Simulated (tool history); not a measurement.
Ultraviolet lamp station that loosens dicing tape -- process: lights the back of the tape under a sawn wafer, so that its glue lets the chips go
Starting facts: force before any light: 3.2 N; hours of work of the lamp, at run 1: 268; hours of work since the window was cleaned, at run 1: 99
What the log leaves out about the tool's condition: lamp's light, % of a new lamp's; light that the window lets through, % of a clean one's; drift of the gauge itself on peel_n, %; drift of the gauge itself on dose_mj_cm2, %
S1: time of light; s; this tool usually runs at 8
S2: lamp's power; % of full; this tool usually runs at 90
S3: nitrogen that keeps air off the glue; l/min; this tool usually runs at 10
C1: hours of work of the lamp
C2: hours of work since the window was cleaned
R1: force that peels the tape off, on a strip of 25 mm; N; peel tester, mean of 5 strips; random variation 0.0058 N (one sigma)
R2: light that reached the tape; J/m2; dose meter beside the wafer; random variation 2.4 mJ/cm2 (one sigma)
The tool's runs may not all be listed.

run 1 hour=0.0 | S1=8 S2=90 S3=10 | C1=268 C2=99 | R1=0.252 R2=2820
run 2 hour=21.7 | S1=11 S2=90 S3=10 | C1=285 C2=116 | R1=0.228 R2=3800
run 3 hour=36.9 | S1=11 S2=90 S3=10 | C1=297 C2=128 | R1=0.221 R2=3840
run 4 hour=53.5 | S1=8 S2=90 S3=10 | C1=310 C2=141 | R1=0.234 R2=2820
run 5 hour=72.5 | S1=13 S2=90 S3=10 | C1=325 C2=156 | R1=0.217 R2=4580
run 6 hour=89.8 | S1=8 S2=90 S3=4 | C1=338 C2=169 | R1=0.317 R2=2760
run 7 hour=108.2 | S1=8 S2=68 S3=4 | C1=352 C2=184 | R1=0.424 R2=2130
run 8 hour=128.2 | S1=8 S2=68 S3=4 | C1=368 C2=200 | R1=0.411 R2=2140
run 9 hour=139.8 | S1=8 S2=76 S3=10 | C1=377 C2=209 | R1=0.260 R2=2340
run 10 hour=150.3 | S1=8 S2=76 S3=10 | C1=385 C2=217 | R1=0.282 R2=2370
run 11 hour=167.1 | S1=8 S2=90 S3=10 | C1=398 C2=230 | R1=0.247 R2=2770
run 12 hour=180.8 | S1=8 S2=90 S3=10 | C1=409 C2=241 | R1=0.232 R2=2780
run 13 hour=197.1 | S1=8 S2=90 S3=10 | C1=422 C2=253 | R1=0.239 R2=2800
run 14 hour=207.1 | S1=10 S2=95 S3=11 | C1=430 C2=261 | R1=0.225 R2=3690
run 15 hour=220.6 | S1=8 S2=96 S3=7 | C1=440 C2=272 | R1=0.260 R2=2990
run 16 hour=238.3 | S1=15 S2=88 S3=5 | C1=454 C2=286 | R1=0.217 R2=5130
run 17 hour=252.9 | S1=15 S2=78 S3=6 | C1=466 C2=297 | R1=0.219 R2=4540
run 18 hour=275.2 | S1=15 S2=94 S3=19 | C1=483 C2=314 | R1=0.222 R2=5460
run 19 hour=297.3 | S1=4 S2=95 S3=11 | C1=500 C2=332 | R1=0.433 R2=1520
run 20 hour=317.3 | S1=9 S2=95 S3=7 | C1=516 C2=347 | R1=0.241 R2=3330
run 21 hour=335.0 | S1=9 S2=86 S3=12 | C1=530 C2=361 | R1=0.229 R2=3020
run 22 hour=348.1 | S1=11 S2=90 S3=13 | C1=540 C2=371 | R1=0.229 R2=3770
run 23 hour=362.7 | S1=5 S2=84 S3=16 | C1=551 C2=383 | R1=0.329 R2=1620

Run 24 is up next; what results do you expect?
run 24 hour=377.3 | S1=8 S2=90 S3=8 | C1=563 C2=394 | R1=? R2=?

{"run 24": {"R1": 0.25, "R2": 2730}}
Minus the tool's unlogged condition, the same run would have read R1 0.250 N, R2 2740 J/m2.
